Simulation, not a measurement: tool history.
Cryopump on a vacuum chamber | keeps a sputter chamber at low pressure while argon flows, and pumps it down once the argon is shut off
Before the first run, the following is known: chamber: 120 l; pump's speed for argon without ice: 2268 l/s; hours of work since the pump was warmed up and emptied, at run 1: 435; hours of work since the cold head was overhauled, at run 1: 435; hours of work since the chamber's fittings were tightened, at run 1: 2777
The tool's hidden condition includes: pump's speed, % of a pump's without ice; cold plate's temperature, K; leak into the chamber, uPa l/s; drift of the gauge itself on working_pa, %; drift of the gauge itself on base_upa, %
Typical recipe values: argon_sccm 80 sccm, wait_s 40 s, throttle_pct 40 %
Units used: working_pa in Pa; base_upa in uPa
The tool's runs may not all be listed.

run   hour  argon_sccm  wait_s  throttle_pct  hours of work since the pump was warmed up and emptied  hours of work since the cold head was overhauled  hours of work since the chamber's fittings were tightened  working_pa  base_upa
  1      0          80      40            40                                                     435                                               435                                                       2777      0.1511      2.77
  2   24.7          39      40            40                                                     448                                               448                                                       2790      0.0741      2.86
  3   45.4          39      40            40                                                     459                                               459                                                       2800      0.0742       2.8
  4     80          80      40            40                                                     477                                               477                                                       2818      0.1522      2.78
  5  101.9          80      40            40                                                     488                                               488                                                       2830      0.1527      2.85
  6  126.3         112      40            40                                                     501                                               501                                                       2842      0.2156      2.85
  7  155.9         112      40            40                                                     516                                               516                                                       2858      0.2145      2.91
  8  180.9          80      56            40                                                     529                                               529                                                       2871      0.1523      2.46
  9  205.4          80      40            17                                                     542                                               542                                                       2883      0.3554      2.84
 10  237.4          80      40            17                                                     558                                               558                                                       2900      0.3545      2.84
 11  271.5          80      40            17                                                     576                                               576                                                       2918      0.3566      2.82
 12  286.9          37      40            17                                                     584                                               584                                                       2926      0.1643      2.85
 13  311.1          37      40            17                                                     597                                               597                                                       2938      0.1647      2.82
 14  334.7          37      40            17                                                     609                                               609                                                       2950      0.1637      2.81
 15  359.6          80      40            40                                                     622                                               622                                                       2963      0.1539      2.85
 16  392.3          80      40            40                                                     639                                               639                                                       2980      0.1539      2.84
 17  417.6         108      44            40                                                     652                                               652                                                       2993      0.2087       2.8
 18  444.5          80     139            34                                                     666                                               666                                                       3007      0.1813      1.96
 19  459.1          60      26            34                                                     673                                               673                                                       3015      0.1346      3.56
 20  480.6          60      26            46                                                     684                                               684                                                       3026      0.1005      3.77
 21  504.4          60     238            46                                                     697                                               697                                                       3038      0.1016      1.81
 22    526          50     124            46                                                     708                                               708                                                       3049      0.0847      2.05
 23  561.2          43     121            46                                                     726                                               726                                                       3068      0.0728      2.01
 24  579.1         143      69            32                                                     735                                               735                                                       3077       0.345      2.37
     594.3  -- leaking fittings of the chamber tightened, without venting
 25  601.1          86      30            48                                                     746                                               746                                                          4        0.14      1.86
 26  630.3          86      30            48                                                     761                                               761                                                         19      0.1396      1.89
 27  662.9          86      30            48                                                     778                                               778                                                         36      0.1403      1.98
 28  677.7          35      41            22                                                     786                                               786                                                         43      0.1218      1.48
 29  705.3          80      40            42                                                     800                                               800                                                         58      0.1481      1.48
 30  721.2          80      75            40                                                     808                                               808                                                         66      0.1549      0.91
 31  741.9         113      60            40                                                     819                                               819                                                         77      0.2198      1.13

4 options for the next run, each taken on its own from the tool as it stands now. Forecast them:
  A  774.4          89      43            16                                                     836                                               836                                                         93           ?         ?
  B  774.4          38      27            40                                                     836                                               836                                                         93           ?         ?
  C  774.4         126      60            17                                                     836                                               836                                                         93           ?         ?
  D  774.4         113     267            55                                                     836                                               836                                                         93           ?         ?

run  working_pa  base_upa
  A      0.4199      1.46
  B      0.0734      2.15
  C      0.5595      1.04
  D      0.1638      0.38
With no hidden state in the tool, these same runs would have given:
run  working_pa  base_upa
  A      0.4125       1.4
  B      0.0702      2.09
  C      0.5491      0.98
  D      0.1543      0.32

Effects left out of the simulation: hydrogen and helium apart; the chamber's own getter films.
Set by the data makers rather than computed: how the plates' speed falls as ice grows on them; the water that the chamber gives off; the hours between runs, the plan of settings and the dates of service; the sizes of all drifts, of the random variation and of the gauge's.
